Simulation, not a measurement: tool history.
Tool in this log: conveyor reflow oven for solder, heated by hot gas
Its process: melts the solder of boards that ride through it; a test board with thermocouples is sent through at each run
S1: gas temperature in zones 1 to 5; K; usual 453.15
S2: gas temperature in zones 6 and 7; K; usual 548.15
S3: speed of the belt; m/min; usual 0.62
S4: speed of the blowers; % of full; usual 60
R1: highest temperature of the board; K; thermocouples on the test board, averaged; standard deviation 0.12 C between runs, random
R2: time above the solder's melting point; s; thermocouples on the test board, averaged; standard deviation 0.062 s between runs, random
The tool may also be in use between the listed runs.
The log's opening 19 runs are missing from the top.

Run 20, hour 346.8: usual settings but S2 546.15 K, S3 0.508 m/min. Result: R1 535.85 K, R2 62.05 s.
Run 21, hour 356.6: usual settings but S1 452.15 K, S2 546.15 K, S3 0.508 m/min, S4 64 % of full. Result: R1 536.35 K, R2 62.1 s.
Run 22, hour 368: usual settings but S1 452.15 K, S2 546.15 K, S3 0.508 m/min, S4 64 % of full. Result: R1 536.35 K, R2 62.12 s.
Run 23, hour 390.3: usual settings but S1 452.15 K, S2 546.15 K, S3 0.508 m/min, S4 64 % of full. Result: R1 536.65 K, R2 62.22 s.
Run 24, hour 400.6: usual settings but S3 0.628 m/min, S4 53 % of full. Result: R1 529.15 K, R2 46.18 s.
Run 25, hour 420.2: usual settings but S3 0.547 m/min, S4 85 % of full. Result: R1 539.85 K, R2 59.44 s.
Run 26, hour 438.9: usual settings but S1 458.15 K, S2 544.15 K, S4 63 % of full. Result: R1 529.85 K, R2 49.17 s.
Run 27, hour 450.5: usual settings but S2 543.15 K. Result: R1 527.45 K, R2 46.26 s.
Run 28, hour 461.1: usual settings. Result: R1 531.75 K, R2 48.32 s.
Run 29, hour 479: usual settings. Result: R1 531.85 K, R2 48.32 s.
Run 30, hour 491.3: usual settings but S1 444.15 K, S2 537.15 K, S4 90 % of full. Result: R1 526.45 K, R2 44.62 s.

Forecast each of these 4 alternatives for the next run:
Run A, hour 508.9: usual settings but S1 444.15 K, S2 537.15 K, S3 0.691 m/min, S4 62 % of full. Result: R1 ?, R2 ?.
Run B, hour 508.9: usual settings but S1 444.15 K, S2 537.15 K, S3 0.572 m/min, S4 90 % of full. Result: R1 ?, R2 ?.
Run C, hour 508.9: usual settings but S1 464.15 K, S2 563.15 K, S4 54 % of full. Result: R1 ?, R2 ?.
Run D, hour 508.9: usual settings but S1 451.15 K, S3 0.629 m/min, S4 74 % of full. Result: R1 ?, R2 ?.

run      R1     R2
  A  517.35  32.87
  B  528.45  49.83
  C  545.45  56.93
  D  534.35  48.41
What these runs would have given with no unlogged condition in the tool:
run      R1     R2
  A  517.35  32.87
  B  528.45  49.81
  C  545.45  56.89
  D  534.35  48.39

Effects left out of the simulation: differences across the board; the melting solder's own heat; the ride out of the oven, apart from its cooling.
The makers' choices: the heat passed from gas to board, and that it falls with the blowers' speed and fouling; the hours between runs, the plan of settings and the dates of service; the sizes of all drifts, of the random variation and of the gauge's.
